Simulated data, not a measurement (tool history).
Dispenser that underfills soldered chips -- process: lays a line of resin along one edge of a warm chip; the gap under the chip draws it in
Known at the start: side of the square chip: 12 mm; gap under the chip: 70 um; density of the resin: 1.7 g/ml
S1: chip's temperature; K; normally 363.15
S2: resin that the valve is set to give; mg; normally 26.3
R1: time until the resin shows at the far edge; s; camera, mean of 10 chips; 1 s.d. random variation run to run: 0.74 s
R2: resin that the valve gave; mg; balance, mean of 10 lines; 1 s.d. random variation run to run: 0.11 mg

Run 1, hour 0: usual settings. Result: R1 108.3 s, R2 25.51 mg.
At hour 4: new syringe of resin.
Run 2, hour 6.8: usual settings but S2 27.6 mg. Result: R1 71.9 s, R2 26.72 mg.
Run 3, hour 15.1: usual settings but S2 27.6 mg. Result: R1 90.4 s, R2 26.72 mg.
Run 4, hour 21.6: usual settings. Result: R1 111.7 s, R2 25.28 mg.
At hour 24.3: new syringe of resin.
Run 5, hour 25.8: usual settings. Result: R1 72.1 s, R2 25.19 mg.
Run 6, hour 31.4: usual settings. Result: R1 84.4 s, R2 25.17 mg.
Run 7, hour 36.6: usual settings. Result: R1 98.6 s, R2 25.11 mg.
Run 8, hour 40.5: usual settings. Result: R1 111.4 s, R2 25.08 mg.
At hour 44.3: new syringe of resin.
Run 9, hour 48.5: usual settings but S1 357.15 K. Result: R1 94.6 s, R2 25.18 mg.
Run 10, hour 52.5: usual settings. Result: R1 86.6 s, R2 24.85 mg.
Run 11, hour 60.5: usual settings but S1 356.15 K. Result: R1 141.6 s, R2 24.88 mg.
At hour 64.6: new syringe of resin.
Run 12, hour 64.6: usual settings. Result: R1 69 s, R2 24.83 mg.
Run 13, hour 70.1: usual settings but S1 349.15 K. Result: R1 139 s, R2 24.98 mg.
Run 14, hour 76.2: usual settings but S1 376.15 K. Result: R1 60.4 s, R2 24.5 mg.
At hour 80.2: dispensing valve cleaned and set on the balance.
Run 15, hour 84.5: usual settings but S2 33.8 mg. Result: R1 116.2 s, R2 33.48 mg.
At hour 85.4: new syringe of resin.
Run 16, hour 91.1: usual settings but S2 33.8 mg. Result: R1 77.9 s, R2 33.52 mg.
Run 17, hour 97: usual settings. Result: R1 95.2 s, R2 25.96 mg.
Run 18, hour 100.9: usual settings. Result: R1 108 s, R2 26.12 mg.
At hour 105.2: new syringe of resin.
Run 19, hour 106.4: usual settings. Result: R1 70.8 s, R2 26.03 mg.
Run 20, hour 114.5: usual settings. Result: R1 92.5 s, R2 25.85 mg.
Run 21, hour 121.7: usual settings but S2 31.2 mg. Result: R1 109.8 s, R2 30.66 mg.
At hour 125.1: new syringe of resin.
Run 22, hour 129.9: usual settings but S2 31.2 mg. Result: R1 75.3 s, R2 30.55 mg.
Run 23, hour 134.3: usual settings but S1 372.15 K, S2 30.2 mg. Result: R1 62.7 s, R2 29.4 mg.
Run 24, hour 142.1: usual settings but S1 372.15 K, S2 30.2 mg. Result: R1 80.6 s, R2 29.42 mg.
At hour 145: new syringe of resin.
Run 25, hour 146.7: usual settings but S1 372.15 K, S2 30.2 mg. Result: R1 50.5 s, R2 29.43 mg.
Run 26, hour 155.1: usual settings but S2 26.2 mg. Result: R1 92.3 s, R2 25.41 mg.
Run 27, hour 162.2: usual settings but S2 26.2 mg. Result: R1 111.5 s, R2 25.34 mg.
At hour 165: new syringe of resin.
Run 28, hour 168.4: usual settings but S1 352.15 K, S2 28.9 mg. Result: R1 111.5 s, R2 27.99 mg.
Run 29, hour 175.9: usual settings but S1 352.15 K, S2 28.9 mg. Result: R1 140.5 s, R2 27.73 mg.
Run 30, hour 181.5: usual settings but S1 352.15 K, S2 28.9 mg. Result: R1 166.8 s, R2 27.56 mg.
At hour 185.2: new syringe of resin.
Run 31, hour 189.6: usual settings but S1 352.15 K, S2 31.2 mg. Result: R1 114.9 s, R2 29.87 mg.
Run 32, hour 193.7: usual settings but S1 352.15 K, S2 31.2 mg. Result: R1 129.6 s, R2 29.78 mg.
Run 33, hour 198.4: usual settings but S1 352.15 K, S2 31.2 mg. Result: R1 151.1 s, R2 29.64 mg.

Run 34 comes next. What will it give?
Run 34, hour 201.9: usual settings but S1 352.15 K, S2 31.2 mg. Result: R1 ?, R2 ?.

{"run 34": {"R1": 167.2, "R2": 29.52}}
Minus the tool's unlogged condition, the same run would have read R1 100.7 s, R2 31.18 mg.

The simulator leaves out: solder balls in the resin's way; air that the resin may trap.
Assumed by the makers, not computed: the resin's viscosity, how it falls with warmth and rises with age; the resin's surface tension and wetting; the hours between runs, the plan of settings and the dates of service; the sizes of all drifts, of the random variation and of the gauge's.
